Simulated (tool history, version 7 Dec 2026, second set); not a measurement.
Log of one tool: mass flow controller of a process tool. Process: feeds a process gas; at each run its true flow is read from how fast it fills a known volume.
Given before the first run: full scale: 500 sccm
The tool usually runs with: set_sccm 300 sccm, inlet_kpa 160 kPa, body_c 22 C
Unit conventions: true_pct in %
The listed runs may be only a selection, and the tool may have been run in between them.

run,hour,set_sccm,inlet_kpa,body_c,true_pct
1,0,300,160,22,99.17
2,57.6,300,160,22,99.22
3,103.7,300,160,22,99.22
4,145.8,300,160,22,99.11
5,207.1,300,160,22,99.05
6,267.4,300,160,22,99.12
7,308.2,300,160,22,99.12
8,348.8,120,160,22,99.17
9,429.4,120,160,22,99.05
10,504.6,120,160,37,100.2
11,553.1,120,160,37,100.06
12,607.6,300,235,22,99.56
13,678.9,300,235,22,99.62
14,740.3,300,235,22,99.62
15,814.5,101,248,28,100.17
16,882.5,134,223,33,100.31
17,930,134,220,33,100.33
18,993.6,300,165,35,100.08
19,1064.6,121,165,28,99.39
20,1116.9,94,190,31,100.11
# hour 1123.9: controller's zero set anew
21,1165.5,94,190,31,100.4
22,1235.9,94,190,31,100.63
23,1273.8,315,190,36,100.43
24,1344.3,143,209,34,100.46
25,1408,158,209,28,99.85
# hour 1445.4: controller's zero set anew, once more
26,1465.9,85,160,34,99.04
27,1540.2,168,160,22,98.35
28,1610.3,119,234,30,99.47

What if the next run were any one of these 3? Each begins from the tool's condition after run 28:
A,1677.1,174,160,26,?
B,1677.1,296,160,22,?
C,1677.1,402,168,26,?

run,true_pct
A,98.69
B,98.63
C,99.25
Had the tool no hidden state, the same runs would have come out as:
run,true_pct
A,98.92
B,98.89
C,99.52
